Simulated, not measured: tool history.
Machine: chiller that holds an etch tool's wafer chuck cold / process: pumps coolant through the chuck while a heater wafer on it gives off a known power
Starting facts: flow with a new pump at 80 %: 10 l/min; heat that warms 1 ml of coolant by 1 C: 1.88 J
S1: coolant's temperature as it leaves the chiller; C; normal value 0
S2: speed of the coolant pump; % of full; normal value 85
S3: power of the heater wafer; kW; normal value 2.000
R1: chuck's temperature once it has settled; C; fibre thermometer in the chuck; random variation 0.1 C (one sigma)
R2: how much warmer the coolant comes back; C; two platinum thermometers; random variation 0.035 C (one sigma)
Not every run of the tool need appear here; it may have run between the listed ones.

{"run": 1, "hour": 0.0, "S1": 0, "S2": 85, "S3": 2.0, "R1": 14.2, "R2": 6.05}
{"run": 2, "hour": 164.8, "S1": 0, "S2": 85, "S3": 2.0, "R1": 14.3, "R2": 6.02}
{"run": 3, "hour": 330.6, "S1": 0, "S2": 85, "S3": 2.0, "R1": 14.4, "R2": 6.06}
{"run": 4, "hour": 470.6, "S1": 0, "S2": 85, "S3": 2.0, "R1": 14.3, "R2": 6.04}
{"hour": 489.2, "done": "chiller's thermometer calibrated"}
{"run": 5, "hour": 613.1, "S1": 0, "S2": 85, "S3": 2.0, "R1": 14.3, "R2": 5.98}
{"run": 6, "hour": 732.9, "S1": 0, "S2": 85, "S3": 2.519, "R1": 18.2, "R2": 7.61}
{"run": 7, "hour": 869.9, "S1": 0, "S2": 85, "S3": 2.519, "R1": 18.1, "R2": 7.66}
{"hour": 915.1, "done": "coolant changed, channels flushed"}
{"run": 8, "hour": 1033.5, "S1": 0, "S2": 85, "S3": 2.519, "R1": 18.3, "R2": 7.61}
{"run": 9, "hour": 1128.5, "S1": 0, "S2": 85, "S3": 2.519, "R1": 18.2, "R2": 7.66}
{"run": 10, "hour": 1282.3, "S1": 0, "S2": 85, "S3": 2.519, "R1": 18.1, "R2": 7.65}
{"run": 11, "hour": 1379.3, "S1": 0, "S2": 85, "S3": 2.374, "R1": 17.0, "R2": 7.28}
{"run": 12, "hour": 1513.8, "S1": 7, "S2": 74, "S3": 1.46, "R1": 18.8, "R2": 5.23}
{"run": 13, "hour": 1662.8, "S1": -1, "S2": 68, "S3": 1.8, "R1": 14.8, "R2": 6.98}
{"run": 14, "hour": 1768.2, "S1": -1, "S2": 89, "S3": 1.8, "R1": 11.4, "R2": 5.29}
{"run": 15, "hour": 1896.4, "S1": -6, "S2": 85, "S3": 1.348, "R1": 3.6, "R2": 4.2}
{"run": 16, "hour": 1985.0, "S1": 3, "S2": 85, "S3": 2.08, "R1": 17.8, "R2": 6.32}
{"run": 17, "hour": 2165.4, "S1": -1, "S2": 88, "S3": 2.096, "R1": 13.5, "R2": 6.27}

What does the tool deliver on the next run?
{"run": 18, "hour": 2320.0, "S1": -1, "S2": 88, "S3": 2.096, "R1": "?", "R2": "?"}

R1: 13.7 C
R2: 6.29 C
Had the tool carried no hidden state, the very same run would have given R1 13.6 C, R2 6.08 C.
